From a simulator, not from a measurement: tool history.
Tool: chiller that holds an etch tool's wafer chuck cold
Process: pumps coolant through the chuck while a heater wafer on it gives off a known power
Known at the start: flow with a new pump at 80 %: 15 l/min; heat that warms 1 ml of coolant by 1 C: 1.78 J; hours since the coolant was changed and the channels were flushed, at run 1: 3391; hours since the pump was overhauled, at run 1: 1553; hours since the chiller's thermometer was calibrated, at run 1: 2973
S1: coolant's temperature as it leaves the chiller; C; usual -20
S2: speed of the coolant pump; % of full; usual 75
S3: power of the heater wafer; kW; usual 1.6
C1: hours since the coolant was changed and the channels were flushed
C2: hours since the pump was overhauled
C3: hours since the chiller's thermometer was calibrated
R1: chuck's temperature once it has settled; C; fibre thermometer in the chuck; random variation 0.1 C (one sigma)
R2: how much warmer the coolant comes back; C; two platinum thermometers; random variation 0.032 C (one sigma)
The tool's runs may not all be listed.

{"run": 1, "hour": 0.0, "S1": -20, "S2": 75, "S3": 1.6, "C1": 3391, "C2": 1553, "C3": 2973, "R1": -8.9, "R2": 3.9}
{"run": 2, "hour": 28.6, "S1": -20, "S2": 75, "S3": 1.6, "C1": 3419, "C2": 1582, "C3": 3002, "R1": -8.8, "R2": 3.85}
{"run": 3, "hour": 89.3, "S1": -30, "S2": 75, "S3": 1.6, "C1": 3480, "C2": 1642, "C3": 3062, "R1": -18.9, "R2": 3.9}
{"run": 4, "hour": 148.0, "S1": -30, "S2": 75, "S3": 1.6, "C1": 3539, "C2": 1701, "C3": 3121, "R1": -19, "R2": 3.89}
{"hour": 153.8, "done": "chiller's thermometer calibrated"}
{"run": 5, "hour": 175.3, "S1": -30, "S2": 75, "S3": 1.6, "C1": 3565, "C2": 1727, "C3": 22, "R1": -19.2, "R2": 3.87}
{"run": 6, "hour": 233.3, "S1": -20, "S2": 75, "S3": 1.6, "C1": 3623, "C2": 1785, "C3": 80, "R1": -9.2, "R2": 3.89}
{"run": 7, "hour": 285.5, "S1": -20, "S2": 75, "S3": 1.6, "C1": 3675, "C2": 1838, "C3": 132, "R1": -9.5, "R2": 3.91}
{"run": 8, "hour": 317.3, "S1": -27, "S2": 75, "S3": 2.002, "C1": 3707, "C2": 1869, "C3": 164, "R1": -13.3, "R2": 4.91}
{"run": 9, "hour": 357.6, "S1": -23, "S2": 68, "S3": 2.18, "C1": 3747, "C2": 1910, "C3": 204, "R1": -6.6, "R2": 5.96}
{"run": 10, "hour": 387.5, "S1": -23, "S2": 68, "S3": 2.18, "C1": 3777, "C2": 1940, "C3": 234, "R1": -6.5, "R2": 5.91}
{"run": 11, "hour": 439.6, "S1": -23, "S2": 68, "S3": 2.18, "C1": 3829, "C2": 1992, "C3": 286, "R1": -6.6, "R2": 5.96}
{"run": 12, "hour": 475.3, "S1": -23, "S2": 68, "S3": 2.18, "C1": 3865, "C2": 2027, "C3": 322, "R1": -6.5, "R2": 5.98}
{"hour": 522.5, "done": "coolant changed, channels flushed"}
{"run": 13, "hour": 522.7, "S1": -23, "S2": 68, "S3": 2.18, "C1": 0, "C2": 2069, "C3": 363, "R1": -9, "R2": 5.96}

4 ways to go on from here, each from the tool as it stands after run 13. What would each give?
{"hour": 527.7, "done": "chiller's thermometer calibrated, once more"}
{"run": "A", "hour": 583.2, "S1": -27, "S2": 68, "S3": 2.18, "C1": 60, "C2": 2128, "C3": 56, "R1": "?", "R2": "?"}
{"hour": 527.7, "done": "chiller's thermometer calibrated, once more"}
{"run": "B", "hour": 583.2, "S1": -20, "S2": 75, "S3": 1.358, "C1": 60, "C2": 2128, "C3": 56, "R1": "?", "R2": "?"}
{"hour": 527.7, "done": "chiller's thermometer calibrated, once more"}
{"run": "C", "hour": 583.2, "S1": -14, "S2": 64, "S3": 0.869, "C1": 60, "C2": 2128, "C3": 56, "R1": "?", "R2": "?"}
{"hour": 527.7, "done": "chiller's thermometer calibrated, once more"}
{"run": "D", "hour": 583.2, "S1": -13, "S2": 97, "S3": 0.853, "C1": 60, "C2": 2128, "C3": 56, "R1": "?", "R2": "?"}

run=A R1=-11.6 R2=5.94
run=B R1=-11.1 R2=3.34
run=C R1=-7.3 R2=2.57
run=D R1=-8.2 R2=1.58
Without the tool's hidden state the same runs would have given:
run=A R1=-11.9 R2=5.84
run=B R1=-11.4 R2=3.28
run=C R1=-7.5 R2=2.53
run=D R1=-8.4 R2=1.56
